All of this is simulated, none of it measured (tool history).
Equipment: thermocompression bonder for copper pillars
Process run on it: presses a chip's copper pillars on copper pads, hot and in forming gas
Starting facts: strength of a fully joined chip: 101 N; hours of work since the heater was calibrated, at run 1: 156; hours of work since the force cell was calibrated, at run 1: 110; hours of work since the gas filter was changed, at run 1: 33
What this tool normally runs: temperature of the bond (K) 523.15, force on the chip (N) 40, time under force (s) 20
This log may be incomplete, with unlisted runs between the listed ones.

| run | hour | temperature of the bond (K) | force on the chip (N) | time under force (s) | hours of work since the heater was calibrated | hours of work since the force cell was calibrated | hours of work since the gas filter was changed | force that shears a chip off (N) |
|---|---|---|---|---|---|---|---|---|
| 1 | 0 | 523.15 | 40 | 20 | 156 | 110 | 33 | 59.6 |
| 2 | 62.3 | 523.15 | 32 | 20 | 195 | 149 | 72 | 52.8 |
| 3 | 144.6 | 523.15 | 32 | 20 | 246 | 200 | 123 | 51.8 |
| 4 | 219.5 | 523.15 | 40 | 14 | 292 | 247 | 169 | 51 |
|  | 242.1 | forming gas filter changed |
| 5 | 281.4 | 523.15 | 40 | 14 | 331 | 285 | 24 | 52.8 |
| 6 | 368.4 | 523.15 | 40 | 14 | 385 | 339 | 78 | 51.8 |
| 7 | 461.7 | 514.15 | 32 | 14 | 443 | 397 | 136 | 41.9 |
|  | 540.5 | forming gas filter changed |
| 8 | 553.1 | 540.15 | 40 | 28 | 499 | 453 | 8 | 73.9 |
| 9 | 619.3 | 522.15 | 44 | 50 | 540 | 495 | 49 | 76.3 |
| 10 | 706.3 | 523.15 | 25 | 20 | 594 | 549 | 103 | 45.2 |
| 11 | 791.5 | 495.15 | 26 | 27 | 647 | 602 | 156 | 36.4 |

Alternative continuations, all from the tool just after run 11; predict every row:
|  | 836.6 | forming gas filter changed |
| A | 847.3 | 495.15 | 26 | 14 | 682 | 636 | 7 | ? |
|  | 836.6 | forming gas filter changed |
| B | 847.3 | 523.15 | 37 | 20 | 682 | 636 | 7 | ? |
|  | 836.6 | forming gas filter changed |
| C | 847.3 | 523.15 | 50 | 20 | 682 | 636 | 7 | ? |
|  | 836.6 | forming gas filter changed |
| D | 847.3 | 495.15 | 26 | 12 | 682 | 636 | 7 | ? |

| run | force that shears a chip off (N) |
|---|---|
| A | 29.2 |
| B | 57.1 |
| C | 64.4 |
| D | 27.7 |
Without the tool's unlogged condition, the same runs would have read:
| run | force that shears a chip off (N) |
|---|---|
| A | 30.3 |
| B | 58.2 |
| C | 65.7 |
| D | 28.7 |
